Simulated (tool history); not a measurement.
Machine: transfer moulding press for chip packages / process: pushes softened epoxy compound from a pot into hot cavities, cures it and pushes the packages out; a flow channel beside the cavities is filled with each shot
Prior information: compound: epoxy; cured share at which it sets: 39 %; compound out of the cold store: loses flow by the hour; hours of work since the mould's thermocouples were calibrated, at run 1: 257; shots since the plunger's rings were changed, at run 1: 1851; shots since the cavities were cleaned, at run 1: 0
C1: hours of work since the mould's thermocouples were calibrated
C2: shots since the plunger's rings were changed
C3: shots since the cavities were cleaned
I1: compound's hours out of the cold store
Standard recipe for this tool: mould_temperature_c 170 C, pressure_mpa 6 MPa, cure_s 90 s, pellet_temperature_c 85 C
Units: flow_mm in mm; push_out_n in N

run 1 hour=0 | mould_temperature_c=170 pressure_mpa=6 cure_s=90 pellet_temperature_c=85 | C1=257 C2=1851 C3=0 | I1=18 | flow_mm=507.8 push_out_n=327
run 2 hour=16.5 | mould_temperature_c=170 pressure_mpa=6 cure_s=90 pellet_temperature_c=85 | C1=268 C2=2080 C3=229 | I1=42.9 | flow_mm=460.7 push_out_n=396
run 3 hour=32.8 | mould_temperature_c=170 pressure_mpa=4.58 cure_s=90 pellet_temperature_c=85 | C1=280 C2=2305 C3=454 | I1=19.8 | flow_mm=438.5 push_out_n=474
run 4 hour=45.1 | mould_temperature_c=170 pressure_mpa=4.58 cure_s=90 pellet_temperature_c=85 | C1=289 C2=2475 C3=624 | I1=13.8 | flow_mm=447.9 push_out_n=520
run 5 hour=53.4 | mould_temperature_c=170 pressure_mpa=4.58 cure_s=90 pellet_temperature_c=85 | C1=295 C2=2589 C3=738 | I1=15.9 | flow_mm=444.3 push_out_n=546
-- hour=61.3 plunger's sealing rings changed
run 6 hour=66.3 | mould_temperature_c=170 pressure_mpa=6 cure_s=90 pellet_temperature_c=85 | C1=302 C2=68 C3=881 | I1=28.1 | flow_mm=494.2 push_out_n=565
-- hour=74.6 cavities cleaned with cleaning compound and waxed
run 7 hour=79.9 | mould_temperature_c=170 pressure_mpa=6 cure_s=90 pellet_temperature_c=85 | C1=311 C2=236 C3=73 | I1=31.3 | flow_mm=489.4 push_out_n=338
run 8 hour=91.9 | mould_temperature_c=170 pressure_mpa=6 cure_s=90 pellet_temperature_c=85 | C1=319 C2=402 C3=239 | I1=39.3 | flow_mm=472.5 push_out_n=411
run 9 hour=99.3 | mould_temperature_c=170 pressure_mpa=6 cure_s=90 pellet_temperature_c=85 | C1=325 C2=504 C3=341 | I1=35.6 | flow_mm=478.7 push_out_n=447
run 10 hour=106.7 | mould_temperature_c=170 pressure_mpa=6 cure_s=90 pellet_temperature_c=85 | C1=330 C2=606 C3=443 | I1=17.8 | flow_mm=513.9 push_out_n=476
run 11 hour=115.2 | mould_temperature_c=170 pressure_mpa=6 cure_s=90 pellet_temperature_c=85 | C1=336 C2=723 C3=560 | I1=42.1 | flow_mm=467 push_out_n=513
run 12 hour=126.2 | mould_temperature_c=170 pressure_mpa=6 cure_s=90 pellet_temperature_c=85 | C1=344 C2=876 C3=713 | I1=12.2 | flow_mm=523.1 push_out_n=528
run 13 hour=142.1 | mould_temperature_c=165 pressure_mpa=5.11 cure_s=90 pellet_temperature_c=85 | C1=355 C2=1096 C3=933 | I1=38.3 | flow_mm=444.2 push_out_n=720
-- hour=145.6 cavities cleaned with cleaning compound and waxed
run 14 hour=150.6 | mould_temperature_c=170 pressure_mpa=5.55 cure_s=90 pellet_temperature_c=85 | C1=360 C2=1192 C3=69 | I1=9.1 | flow_mm=509.2 push_out_n=343
run 15 hour=162.2 | mould_temperature_c=172 pressure_mpa=5.28 cure_s=87 pellet_temperature_c=77 | C1=368 C2=1352 C3=229 | I1=21.2 | flow_mm=468.7 push_out_n=401
run 16 hour=177.3 | mould_temperature_c=172 pressure_mpa=5.28 cure_s=87 pellet_temperature_c=77 | C1=379 C2=1562 C3=439 | I1=31.3 | flow_mm=449.2 push_out_n=452
run 17 hour=188.1 | mould_temperature_c=172 pressure_mpa=5.28 cure_s=87 pellet_temperature_c=77 | C1=387 C2=1710 C3=587 | I1=18 | flow_mm=472.2 push_out_n=507
run 18 hour=198.4 | mould_temperature_c=172 pressure_mpa=5.28 cure_s=87 pellet_temperature_c=77 | C1=394 C2=1853 C3=730 | I1=16 | flow_mm=477.3 push_out_n=536
run 19 hour=210.8 | mould_temperature_c=176 pressure_mpa=5.15 cure_s=87 pellet_temperature_c=77 | C1=403 C2=2024 C3=901 | I1=14.9 | flow_mm=464.9 push_out_n=501
-- hour=217.6 cavities cleaned with cleaning compound and waxed
run 20 hour=220.8 | mould_temperature_c=176 pressure_mpa=5.52 cure_s=87 pellet_temperature_c=77 | C1=409 C2=2141 C3=44 | I1=8.8 | flow_mm=493 push_out_n=287
run 21 hour=229 | mould_temperature_c=170 pressure_mpa=6 cure_s=118 pellet_temperature_c=88 | C1=415 C2=2254 C3=157 | I1=19.6 | flow_mm=501.5 push_out_n=313
run 22 hour=240.1 | mould_temperature_c=170 pressure_mpa=6 cure_s=118 pellet_temperature_c=88 | C1=423 C2=2408 C3=311 | I1=12.6 | flow_mm=513.9 push_out_n=361
run 23 hour=255 | mould_temperature_c=170 pressure_mpa=6 cure_s=90 pellet_temperature_c=93 | C1=434 C2=2614 C3=517 | I1=26 | flow_mm=486.6 push_out_n=466

Below are 4 alternative next runs, each starting from the tool's condition after run 23. Predict each:
-- hour=261.7 plunger's sealing rings changed
run A hour=268.2 | mould_temperature_c=170 pressure_mpa=6 cure_s=85 pellet_temperature_c=79 | C1=441 C2=90 C3=665 | I1=17.3 | flow_mm=? push_out_n=?
-- hour=261.7 plunger's sealing rings changed
run B hour=268.2 | mould_temperature_c=172 pressure_mpa=6 cure_s=90 pellet_temperature_c=89 | C1=441 C2=90 C3=665 | I1=29.9 | flow_mm=? push_out_n=?
-- hour=261.7 plunger's sealing rings changed
run C hour=268.2 | mould_temperature_c=170 pressure_mpa=6 cure_s=76 pellet_temperature_c=77 | C1=441 C2=90 C3=665 | I1=10.8 | flow_mm=? push_out_n=?
-- hour=261.7 plunger's sealing rings changed
run D hour=268.2 | mould_temperature_c=170 pressure_mpa=6.01 cure_s=90 pellet_temperature_c=85 | C1=441 C2=90 C3=665 | I1=41.5 | flow_mm=? push_out_n=?

run=A flow_mm=518.7 push_out_n=576
run=B flow_mm=490.5 push_out_n=474
run=C flow_mm=531.6 push_out_n=732
run=D flow_mm=472.6 push_out_n=488
Stripped of hidden state, with their random variation kept, the same runs would have yielded:
run=A flow_mm=521 push_out_n=350
run=B flow_mm=492.6 push_out_n=280
run=C flow_mm=534 push_out_n=454
run=D flow_mm=474.7 push_out_n=291
